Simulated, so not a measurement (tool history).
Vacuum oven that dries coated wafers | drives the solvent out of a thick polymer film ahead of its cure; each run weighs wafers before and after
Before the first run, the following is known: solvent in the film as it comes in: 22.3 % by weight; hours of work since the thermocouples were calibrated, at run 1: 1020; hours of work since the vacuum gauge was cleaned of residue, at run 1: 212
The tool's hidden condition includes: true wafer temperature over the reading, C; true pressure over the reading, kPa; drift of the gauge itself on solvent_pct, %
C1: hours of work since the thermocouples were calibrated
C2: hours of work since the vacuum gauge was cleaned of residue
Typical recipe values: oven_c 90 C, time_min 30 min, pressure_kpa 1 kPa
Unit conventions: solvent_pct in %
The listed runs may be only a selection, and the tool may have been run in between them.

{"run": 1, "hour": 0.0, "oven_c": 90, "time_min": 30, "pressure_kpa": 1, "C1": 1020, "C2": 212, "solvent_pct": 2.16}
{"run": 2, "hour": 37.1, "oven_c": 90, "time_min": 30, "pressure_kpa": 1, "C1": 1047, "C2": 239, "solvent_pct": 2.19}
{"run": 3, "hour": 76.2, "oven_c": 90, "time_min": 30, "pressure_kpa": 1, "C1": 1076, "C2": 268, "solvent_pct": 2.18}
{"run": 4, "hour": 124.3, "oven_c": 90, "time_min": 30, "pressure_kpa": 1, "C1": 1111, "C2": 303, "solvent_pct": 2.23}
{"run": 5, "hour": 167.8, "oven_c": 90, "time_min": 30, "pressure_kpa": 3.55, "C1": 1144, "C2": 335, "solvent_pct": 2.97}
{"run": 6, "hour": 195.0, "oven_c": 90, "time_min": 30, "pressure_kpa": 3.55, "C1": 1164, "C2": 355, "solvent_pct": 2.79}
{"run": 7, "hour": 226.9, "oven_c": 90, "time_min": 30, "pressure_kpa": 1, "C1": 1187, "C2": 379, "solvent_pct": 2.26}
{"run": 8, "hour": 274.5, "oven_c": 90, "time_min": 30, "pressure_kpa": 1, "C1": 1222, "C2": 414, "solvent_pct": 2.26}
{"run": 9, "hour": 311.0, "oven_c": 90, "time_min": 30, "pressure_kpa": 1, "C1": 1249, "C2": 441, "solvent_pct": 2.39}
{"run": 10, "hour": 355.0, "oven_c": 90, "time_min": 30, "pressure_kpa": 1, "C1": 1282, "C2": 473, "solvent_pct": 2.48}
{"run": 11, "hour": 381.3, "oven_c": 90, "time_min": 49, "pressure_kpa": 1, "C1": 1301, "C2": 493, "solvent_pct": 0.86}
{"run": 12, "hour": 427.7, "oven_c": 87, "time_min": 30, "pressure_kpa": 1, "C1": 1335, "C2": 527, "solvent_pct": 3.27}
{"hour": 464.7, "done": "oven's thermocouples calibrated"}
{"run": 13, "hour": 485.5, "oven_c": 87, "time_min": 30, "pressure_kpa": 1, "C1": 15, "C2": 568, "solvent_pct": 2.59}
{"run": 14, "hour": 521.4, "oven_c": 87, "time_min": 30, "pressure_kpa": 1, "C1": 42, "C2": 594, "solvent_pct": 2.48}
{"run": 15, "hour": 576.8, "oven_c": 87, "time_min": 30, "pressure_kpa": 1, "C1": 83, "C2": 635, "solvent_pct": 2.5}
{"run": 16, "hour": 617.2, "oven_c": 87, "time_min": 30, "pressure_kpa": 1, "C1": 112, "C2": 665, "solvent_pct": 2.59}
{"run": 17, "hour": 663.8, "oven_c": 83, "time_min": 19, "pressure_kpa": 1, "C1": 147, "C2": 700, "solvent_pct": 6.73}
{"run": 18, "hour": 693.8, "oven_c": 83, "time_min": 37, "pressure_kpa": 1.63, "C1": 169, "C2": 722, "solvent_pct": 2.9}
{"run": 19, "hour": 741.2, "oven_c": 86, "time_min": 21, "pressure_kpa": 1.63, "C1": 204, "C2": 757, "solvent_pct": 5.05}
{"run": 20, "hour": 796.5, "oven_c": 86, "time_min": 31, "pressure_kpa": 1.63, "C1": 245, "C2": 797, "solvent_pct": 3.03}
{"run": 21, "hour": 834.2, "oven_c": 90, "time_min": 30, "pressure_kpa": 1.63, "C1": 272, "C2": 825, "solvent_pct": 2.11}
{"run": 22, "hour": 871.2, "oven_c": 102, "time_min": 31, "pressure_kpa": 1.38, "C1": 300, "C2": 852, "solvent_pct": 0.48}
{"run": 23, "hour": 904.4, "oven_c": 102, "time_min": 38, "pressure_kpa": 1.6, "C1": 324, "C2": 877, "solvent_pct": 0.34}
{"run": 24, "hour": 958.6, "oven_c": 90, "time_min": 41, "pressure_kpa": 3.48, "C1": 364, "C2": 917, "solvent_pct": 1.62}
{"run": 25, "hour": 987.8, "oven_c": 79, "time_min": 17, "pressure_kpa": 0.79, "C1": 386, "C2": 938, "solvent_pct": 9.11}
{"run": 26, "hour": 1042.7, "oven_c": 79, "time_min": 17, "pressure_kpa": 0.79, "C1": 426, "C2": 979, "solvent_pct": 9.21}
{"run": 27, "hour": 1070.7, "oven_c": 79, "time_min": 20, "pressure_kpa": 0.7, "C1": 447, "C2": 999, "solvent_pct": 8.09}
{"run": 28, "hour": 1107.7, "oven_c": 101, "time_min": 42, "pressure_kpa": 2.9, "C1": 474, "C2": 1027, "solvent_pct": 0.5}
{"run": 29, "hour": 1149.4, "oven_c": 101, "time_min": 42, "pressure_kpa": 2.9, "C1": 505, "C2": 1057, "solvent_pct": 0.62}
{"hour": 1155.4, "done": "vacuum gauge cleaned of residue and calibrated"}
{"run": 30, "hour": 1195.9, "oven_c": 90, "time_min": 16, "pressure_kpa": 1, "C1": 538, "C2": 30, "solvent_pct": 5.4}
{"run": 31, "hour": 1242.5, "oven_c": 90, "time_min": 26, "pressure_kpa": 1, "C1": 572, "C2": 64, "solvent_pct": 2.65}
{"run": 32, "hour": 1291.5, "oven_c": 90, "time_min": 26, "pressure_kpa": 1, "C1": 608, "C2": 100, "solvent_pct": 2.66}

Measured result minus the same run's result without the hidden state. Both carry the same run-to-run variation, though not necessarily the same gauge scatter:
run=1 solvent_pct=+0.59
run=2 solvent_pct=+0.6
run=3 solvent_pct=+0.64
run=4 solvent_pct=+0.65
run=5 solvent_pct=+0.72
run=6 solvent_pct=+0.72
run=7 solvent_pct=+0.7
run=8 solvent_pct=+0.71
run=9 solvent_pct=+0.76
run=10 solvent_pct=+0.77
run=11 solvent_pct=+0.34
run=12 solvent_pct=+0.98
run=13 solvent_pct=+0.17
run=14 solvent_pct=+0.18
run=15 solvent_pct=+0.21
run=16 solvent_pct=+0.24
run=17 solvent_pct=+0.34
run=18 solvent_pct=+0.31
run=19 solvent_pct=+0.38
run=20 solvent_pct=+0.35
run=21 solvent_pct=+0.3
run=22 solvent_pct=+0.1
run=23 solvent_pct=+0.08
run=24 solvent_pct=+0.26
run=25 solvent_pct=+0.58
run=26 solvent_pct=+0.61
run=27 solvent_pct=+0.64
run=28 solvent_pct=+0.1
run=29 solvent_pct=+0.11
run=30 solvent_pct=+0.6
run=31 solvent_pct=+0.45
run=32 solvent_pct=+0.48

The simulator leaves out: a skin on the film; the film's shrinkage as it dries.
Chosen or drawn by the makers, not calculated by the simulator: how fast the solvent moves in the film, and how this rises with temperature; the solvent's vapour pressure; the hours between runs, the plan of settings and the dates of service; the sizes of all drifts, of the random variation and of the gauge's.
